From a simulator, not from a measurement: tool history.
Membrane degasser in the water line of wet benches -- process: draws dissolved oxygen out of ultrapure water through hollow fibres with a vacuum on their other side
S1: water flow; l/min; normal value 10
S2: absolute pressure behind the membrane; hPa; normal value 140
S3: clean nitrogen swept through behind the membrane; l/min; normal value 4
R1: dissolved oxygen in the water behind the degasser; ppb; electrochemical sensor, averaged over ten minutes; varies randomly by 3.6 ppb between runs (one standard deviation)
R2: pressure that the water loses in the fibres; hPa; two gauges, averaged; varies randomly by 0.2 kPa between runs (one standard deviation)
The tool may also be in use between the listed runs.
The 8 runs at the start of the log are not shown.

run      day  S1   S2     S3     R1     R2
  9   57.217  10  105      4  381.7  469.5
      64.254  -- vacuum gauge calibrated
 10   68.117  10  140      4    399  470.8
 11   78.167  10  140      4  402.8    470
 12   88.392  10  140      4  396.7  470.8
 13   97.829  10  140      4  408.9  469.1
 14  106.662  10  140      4  398.4  472.7
 15  112.921  10  140    4.4  394.3  473.4
 16  117.617  10  284    4.4  481.1  475.1
 17  122.829  10  284    4.4  475.1  471.1
 18  128.967  10   86    4.4    377  470.5
 19  134.812  12  143  10.37  539.2  567.1
 20  143.004  12  138  11.23  530.1  568.6
 21  148.758   9  173  11.23  303.3  427.5
 22  158.375   9  173  11.23  302.3  429.7
 23    166.3   9  173  11.23  308.5  427.1
 24  175.804  14  173   2.22    873  664.7
 25  181.938  12  140      4  589.5  570.7
 26  189.625  10  140    2.8  442.1    479
 27  194.142  11  140   4.36  499.1  525.3
 28  204.242   8  261   3.07  361.5  382.7
 29  210.108   8  261   3.07  354.8    383
 30  218.667   8  261   3.07  357.4  380.6
 31  226.175   9  261   3.15  432.6  431.3
 32  232.029   8   96   3.49  247.7  385.5
 33    239.9   8  317    4.8  337.5  382.9

Here are 3 independent what-if runs from the current tool condition. What would each one return?
  A  246.967  14  166  4.88   ?   ?
  B  246.967   6  317   4.8   ?   ?
  C  246.967  14  317   4.8   ?   ?

run     R1     R2
  A  795.4    672
  B  183.5  289.7
  C  894.6  674.1
Stripped of hidden state, with their random variation kept, the same runs would have yielded:
run     R1     R2
  A  690.4  631.1
  B  157.1  272.1
  C  789.9  632.9
